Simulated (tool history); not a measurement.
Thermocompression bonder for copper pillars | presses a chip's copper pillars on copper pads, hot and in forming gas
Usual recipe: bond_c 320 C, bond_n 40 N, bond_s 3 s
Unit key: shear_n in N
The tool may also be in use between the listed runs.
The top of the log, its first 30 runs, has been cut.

{"run": 31, "hour": 1390.5, "bond_c": 301, "bond_n": 45, "bond_s": 3, "shear_n": 41.9}
{"run": 32, "hour": 1419.8, "bond_c": 320, "bond_n": 40, "bond_s": 4, "shear_n": 50.8}
{"run": 33, "hour": 1466.7, "bond_c": 320, "bond_n": 40, "bond_s": 4, "shear_n": 52.2}
{"run": 34, "hour": 1499.2, "bond_c": 292, "bond_n": 40, "bond_s": 4, "shear_n": 35.5}
{"run": 35, "hour": 1558.7, "bond_c": 292, "bond_n": 40, "bond_s": 4, "shear_n": 35.1}
{"hour": 1599.0, "done": "forming gas filter changed"}
{"run": 36, "hour": 1612.5, "bond_c": 292, "bond_n": 40, "bond_s": 4, "shear_n": 37.5}
{"run": 37, "hour": 1667.8, "bond_c": 293, "bond_n": 40, "bond_s": 2, "shear_n": 28.7}
{"run": 38, "hour": 1723.9, "bond_c": 293, "bond_n": 25, "bond_s": 2, "shear_n": 15.8}
{"run": 39, "hour": 1783.9, "bond_c": 347, "bond_n": 40, "bond_s": 3, "shear_n": 62.0}
{"run": 40, "hour": 1835.7, "bond_c": 347, "bond_n": 40, "bond_s": 3, "shear_n": 62.6}

Predict each of these 3 candidate next runs independently; none follows another, all start after run 40:
{"run": "A", "hour": 1894.5, "bond_c": 337, "bond_n": 32, "bond_s": 4, "shear_n": "?"}
{"run": "B", "hour": 1894.5, "bond_c": 327, "bond_n": 33, "bond_s": 9, "shear_n": "?"}
{"run": "C", "hour": 1894.5, "bond_c": 320, "bond_n": 40, "bond_s": 2, "shear_n": "?"}

run=A shear_n=51.0
run=B shear_n=60.3
run=C shear_n=41.5
Take away the tool's hidden state, keep each run's random variation, and the runs would have read:
run=A shear_n=48.7
run=B shear_n=58.3
run=C shear_n=39.2
